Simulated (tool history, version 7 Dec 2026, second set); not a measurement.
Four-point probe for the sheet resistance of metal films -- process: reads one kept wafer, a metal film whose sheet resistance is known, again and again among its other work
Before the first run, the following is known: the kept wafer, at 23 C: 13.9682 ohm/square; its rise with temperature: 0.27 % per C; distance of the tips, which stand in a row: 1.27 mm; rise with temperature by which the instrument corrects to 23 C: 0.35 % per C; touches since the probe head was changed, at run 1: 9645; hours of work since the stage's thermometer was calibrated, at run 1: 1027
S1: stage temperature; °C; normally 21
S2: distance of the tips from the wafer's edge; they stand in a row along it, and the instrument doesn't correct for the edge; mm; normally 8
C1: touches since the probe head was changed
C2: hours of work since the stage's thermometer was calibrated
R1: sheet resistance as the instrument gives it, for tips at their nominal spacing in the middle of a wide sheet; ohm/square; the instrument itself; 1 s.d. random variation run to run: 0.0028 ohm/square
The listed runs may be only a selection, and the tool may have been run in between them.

Run 1, day 0.000: usual settings; C1 9645; C2 1027. Result: R1 14.203932 ohm/square.
Run 2, day 2.650: usual settings but S1 19 °C; C1 13471; C2 1074. Result: R1 14.230200 ohm/square.
Run 3, day 7.133: usual settings but S1 19 °C; C1 19946; C2 1154. Result: R1 14.226916 ohm/square.
Run 4, day 11.083: usual settings but S1 19 °C; C1 25651; C2 1224. Result: R1 14.236205 ohm/square.
Run 5, day 14.946: usual settings but S1 19 °C; C1 31231; C2 1293. Result: R1 14.237275 ohm/square.
Run 6, day 19.925: usual settings but S1 19 °C; C1 38421; C2 1382. Result: R1 14.246839 ohm/square.
Run 7, day 23.092: usual settings; C1 43000; C2 1439. Result: R1 14.221799 ohm/square.
Run 8, day 26.058: usual settings; C1 47280; C2 1492. Result: R1 14.226611 ohm/square.
Run 9, day 30.379: usual settings; C1 53523; C2 1569. Result: R1 14.232198 ohm/square.
Run 10, day 35.646: usual settings; C1 61132; C2 1663. Result: R1 14.231359 ohm/square.
Run 11, day 41.075: usual settings; C1 68969; C2 1760. Result: R1 14.239825 ohm/square.
Run 12, day 45.700: usual settings but S1 18 °C; C1 75651; C2 1842. Result: R1 14.278384 ohm/square.
Run 13, day 48.396: usual settings; C1 79547; C2 1890. Result: R1 14.245264 ohm/square.
Run 14, day 52.621: usual settings but S1 18 °C; C1 85644; C2 1966. Result: R1 14.282923 ohm/square.
At day 53.412: stage's thermometer calibrated.
Run 15, day 55.904: usual settings but S2 4 mm; C1 90357; C2 44. Result: R1 14.762204 ohm/square.
Run 16, day 59.262: usual settings but S2 4 mm; C1 95208; C2 104. Result: R1 14.765841 ohm/square.
Run 17, day 63.646: usual settings but S2 4 mm; C1 101541; C2 183. Result: R1 14.766154 ohm/square.
Run 18, day 68.625: usual settings but S2 4 mm; C1 108730; C2 271. Result: R1 14.773758 ohm/square.
Run 19, day 72.225: usual settings but S2 4 mm; C1 113931; C2 336. Result: R1 14.768158 ohm/square.
Run 20, day 76.458: usual settings but S2 4 mm; C1 120045; C2 411. Result: R1 14.776858 ohm/square.
Run 21, day 78.979: usual settings but S2 4 mm; C1 123689; C2 456. Result: R1 14.775935 ohm/square.
Run 22, day 81.742: usual settings but S1 25 °C, S2 27 mm; C1 127678; C2 506. Result: R1 14.032976 ohm/square.
Run 23, day 85.738: usual settings but S1 25 °C, S2 27 mm; C1 133448; C2 577. Result: R1 14.035180 ohm/square.
Run 24, day 88.646: usual settings but S1 31 °C, S2 24 mm; C1 137651; C2 629. Result: R1 13.975325 ohm/square.
Run 25, day 93.475: usual settings but S1 28 °C; C1 144626; C2 715. Result: R1 14.184000 ohm/square.
Run 26, day 96.088: usual settings but S1 28 °C; C1 148394; C2 762. Result: R1 14.183305 ohm/square.
Run 27, day 101.438: usual settings but S1 23 °C, S2 6 mm; C1 156121; C2 857. Result: R1 14.386927 ohm/square.
Run 28, day 106.121: usual settings but S1 23 °C, S2 6 mm; C1 162887; C2 941. Result: R1 14.392125 ohm/square.
Run 29, day 108.383: usual settings but S1 23 °C, S2 6 mm; C1 166154; C2 981. Result: R1 14.391021 ohm/square.
Run 30, day 111.508: usual settings but S1 28 °C; C1 170670; C2 1037. Result: R1 14.194466 ohm/square.
Run 31, day 113.817: usual settings but S1 28 °C; C1 174000; C2 1078. Result: R1 14.200801 ohm/square.
Run 32, day 117.158: usual settings but S1 28 °C; C1 178827; C2 1138. Result: R1 14.203012 ohm/square.
Run 33, day 121.725: usual settings but S2 54 mm; C1 185424; C2 1219. Result: R1 14.100188 ohm/square.
Run 34, day 126.354: usual settings but S2 54 mm; C1 192113; C2 1302. Result: R1 14.102879 ohm/square.
Run 35, day 128.892: usual settings but S1 29 °C; C1 195777; C2 1347. Result: R1 14.201682 ohm/square.
Run 36, day 131.950: usual settings but S1 28 °C, S2 67 mm; C1 200192; C2 1402. Result: R1 14.032407 ohm/square.

Describe how what the log doesn't record of the tool's condition differs between the last listed run preceding each entry between runs and the first listed run following it.
Logged between run 14 and run 15: stage's thermometer calibrated (day 53.412)
  inner tips' distance over the nominal, %: 0.281 -> 0.296; tips' flats over new ones', %: 15 -> 16; wafer's true temperature over the reading, C: 0.78 -> 0.03
  measured value less the no-hidden-state value, R1: +0.073669 -> +0.048121 ohm/square
